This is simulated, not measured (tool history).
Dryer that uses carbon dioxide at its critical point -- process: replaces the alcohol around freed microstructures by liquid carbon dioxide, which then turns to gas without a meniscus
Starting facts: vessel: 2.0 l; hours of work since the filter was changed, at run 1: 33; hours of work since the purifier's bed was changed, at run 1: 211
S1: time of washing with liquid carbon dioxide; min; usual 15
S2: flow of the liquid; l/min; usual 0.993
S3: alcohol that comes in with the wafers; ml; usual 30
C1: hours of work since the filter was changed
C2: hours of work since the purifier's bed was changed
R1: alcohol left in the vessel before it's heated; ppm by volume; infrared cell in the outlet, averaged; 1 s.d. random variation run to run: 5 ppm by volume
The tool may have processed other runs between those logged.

| run | day | S1 | S2 | S3 | C1 | C2 | R1 |
|---|---|---|---|---|---|---|---|
| 1 | 0 | 15 | 0.993 | 30 | 33 | 211 | 32 |
| 2 | 0.992 | 15 | 0.993 | 30 | 49 | 227 | 39 |
| 3 | 2.192 | 15 | 0.993 | 30 | 70 | 248 | 47 |
| 4 | 2.796 | 15 | 0.993 | 30 | 80 | 258 | 41 |
| 5 | 3.492 | 20 | 0.993 | 30 | 92 | 270 | 17 |
| 6 | 4.8 | 20 | 0.993 | 30 | 114 | 292 | 29 |
| 7 | 6.083 | 15 | 0.993 | 31 | 135 | 313 | 50 |
| 8 | 6.788 | 15 | 0.993 | 30 | 147 | 325 | 59 |
|  | 7.875 | inlet filter changed |
| 9 | 8.054 | 15 | 0.993 | 35 | 3 | 346 | 45 |
| 10 | 9.521 | 15 | 0.993 | 35 | 28 | 371 | 48 |
| 11 | 10.638 | 15 | 0.993 | 35 | 47 | 390 | 54 |
| 12 | 11.933 | 12 | 0.993 | 30 | 69 | 411 | 122 |
| 13 | 13.342 | 12 | 0.993 | 30 | 92 | 435 | 129 |
| 14 | 14.054 | 12 | 0.993 | 30 | 104 | 447 | 128 |
| 15 | 15.196 | 15 | 0.704 | 30 | 124 | 467 | 199 |
| 16 | 16.071 | 15 | 0.993 | 89 | 138 | 481 | 121 |
| 17 | 16.704 | 15 | 0.943 | 89 | 149 | 492 | 147 |
|  | 17.642 | inlet filter changed |
| 18 | 18.108 | 22 | 1.433 | 60 | 8 | 515 | 33 |
| 19 | 19.212 | 21 | 1.433 | 57 | 27 | 534 | 50 |
| 20 | 20.312 | 18 | 1.234 | 79 | 45 | 552 | 40 |
| 21 | 21.25 | 22 | 1.234 | 27 | 61 | 568 | 37 |
| 22 | 22.629 | 15 | 1.447 | 30 | 84 | 591 | 47 |
| 23 | 23.933 | 15 | 0.766 | 120 | 106 | 613 | 471 |
| 24 | 24.988 | 15 | 0.766 | 120 | 124 | 631 | 491 |
| 25 | 25.821 | 15 | 0.928 | 32 | 138 | 645 | 94 |
| 26 | 26.525 | 10 | 0.993 | 51 | 150 | 657 | 457 |
|  | 27.45 | inlet filter changed |
| 27 | 27.7 | 15 | 0.937 | 43 | 4 | 676 | 86 |
| 28 | 28.592 | 22 | 0.993 | 24 | 19 | 691 | 44 |
| 29 | 29.846 | 22 | 1.149 | 24 | 40 | 713 | 56 |
| 30 | 30.675 | 13 | 1.475 | 43 | 54 | 726 | 48 |
| 31 | 32.033 | 13 | 1.475 | 43 | 77 | 749 | 50 |
| 32 | 32.967 | 19 | 1.214 | 41 | 93 | 765 | 58 |
| 33 | 33.979 | 15 | 0.898 | 30 | 110 | 782 | 99 |

For each entry between runs, how does the tool's hidden state at the last listed run before it compare with that at the first listed run after it?
After run 8, before run 9: inlet filter changed (day 7.875)
  flow that reaches the vessel past the clogged filter, %: 92.7 -> 99.5; alcohol in the recycled carbon dioxide, ppm: 24.2 -> 25.4
  difference, measured minus the result without the unlogged condition, R1: +31 -> +21 ppm by volume
After run 17, before run 18: inlet filter changed (day 17.642)
  flow that reaches the vessel past the clogged filter, %: 92.6 -> 98.7; alcohol in the recycled carbon dioxide, ppm: 33.9 -> 35.3
  difference, measured minus the result without the unlogged condition, R1: +75 -> +30 ppm by volume
After run 26, before run 27: inlet filter changed (day 27.45)
  flow that reaches the vessel past the clogged filter, %: 92.1 -> 99.7; alcohol in the recycled carbon dioxide, ppm: 43.3 -> 44.4
  difference, measured minus the result without the unlogged condition, R1: +162 -> +39 ppm by volume

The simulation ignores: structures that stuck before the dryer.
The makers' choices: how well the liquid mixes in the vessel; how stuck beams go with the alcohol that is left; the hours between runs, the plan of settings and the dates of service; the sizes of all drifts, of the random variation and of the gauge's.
